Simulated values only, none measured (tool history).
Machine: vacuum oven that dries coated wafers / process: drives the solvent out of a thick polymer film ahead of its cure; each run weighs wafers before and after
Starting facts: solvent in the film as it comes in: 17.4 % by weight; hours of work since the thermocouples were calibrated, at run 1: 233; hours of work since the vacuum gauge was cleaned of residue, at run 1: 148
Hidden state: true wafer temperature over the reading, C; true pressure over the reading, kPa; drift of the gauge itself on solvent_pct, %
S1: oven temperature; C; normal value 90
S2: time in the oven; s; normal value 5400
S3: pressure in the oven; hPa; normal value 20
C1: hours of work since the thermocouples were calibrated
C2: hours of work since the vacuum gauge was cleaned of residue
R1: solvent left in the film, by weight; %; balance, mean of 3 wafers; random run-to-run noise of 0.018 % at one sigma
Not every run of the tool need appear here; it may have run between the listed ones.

run,hour,S1,S2,S3,C1,C2,R1
1,0,90,5400,20,233,148,1
2,32.8,90,5400,20,250,164,0.98
3,56.1,90,5400,20,262,176,0.97
4,91.5,90,3060,20,279,194,2.51
5,129.9,90,3060,20,299,213,2.45
6,168.1,90,3060,20,318,233,2.52
7,198,90,3060,20,333,248,2.48
8,237.1,90,3060,20,353,267,2.43
9,259,90,5400,20,364,279,0.97
10,279.5,90,5400,61.4,374,289,2.02
11,298.3,90,5400,61.4,384,298,2.04
12,328.6,90,5400,61.4,399,314,2.04
13,367,90,5400,20,419,333,0.97
14,392.3,90,5400,20,431,346,0.95
15,420.1,90,5400,20,445,360,0.98
16,459.5,90,5400,20,465,380,0.97
17,495.2,90,5400,20,483,398,0.98
18,513.9,90,5400,20,493,407,0.95
19,532.6,90,5400,20,502,417,0.97
20,564.8,90,5400,20,519,433,1
21,605.1,90,5400,67.2,539,453,2.14
22,629.1,90,5400,20,551,465,0.95
23,655.4,90,5400,20,564,479,0.97
24,697.6,90,5400,20,586,500,0.94
25,720,90,5400,20,597,511,0.95
26,747.8,90,5400,20,611,525,0.99
27,785.7,90,5400,36.3,630,545,1.38
28,807.7,90,5400,36.3,641,556,1.35
29,837.4,95,6240,36.3,656,571,0.88
30,878.8,90,5400,20,677,592,0.97
31,917.5,90,5400,20,697,611,0.93
32,936.7,94,3360,10.3,706,621,0.97
33,956.2,77,5400,32.1,716,631,4.62
34,989.2,77,5400,32.1,733,647,4.68
35,1029.1,77,5400,32.1,753,667,4.66
36,1068.9,90,9000,20,773,688,0.62
37,1098,95,4080,38.7,788,702,1.18
38,1119.3,98,6240,64.8,799,713,1.3
39,1143,87,5400,10.1,811,725,1.09
40,1179,101,7740,18.9,829,743,0.37
41,1207.3,101,7740,18.9,843,757,0.4
42,1245,101,5820,10.3,862,777,0.28
43,1263.7,101,5820,10.3,872,786,0.22
44,1299.2,104,7920,34,889,804,0.56
45,1335.7,104,4980,20.8,908,822,0.37
46,1359.8,104,4980,20.8,920,834,0.35
47,1391,89,4080,14.1,936,850,1.48

Hidden state or all else? Some run-to-run changes of R1, split into what the settings, what came in and random variation would give without the hidden state, and what is left for the hidden state (with any gauge scatter that isn't in both results):
Run 3 -> 4: S2 5400 -> 3060. R1 +1.54 %: hidden state -0.08, all else +1.62.
Run 32 -> 33: S1 94 -> 77, S2 3360 -> 5400, S3 10.3 -> 32.1. R1 +3.65 %: hidden state -0.22, all else +3.87.
Run 35 -> 36: S1 77 -> 90, S2 5400 -> 9000, S3 32.1 -> 20. R1 -4.04 %: hidden state +0.39, all else -4.43.
Run 46 -> 47: S1 104 -> 89, S2 4980 -> 4080, S3 20.8 -> 14.1. R1 +1.13 %: hidden state -0.27, all else +1.4.
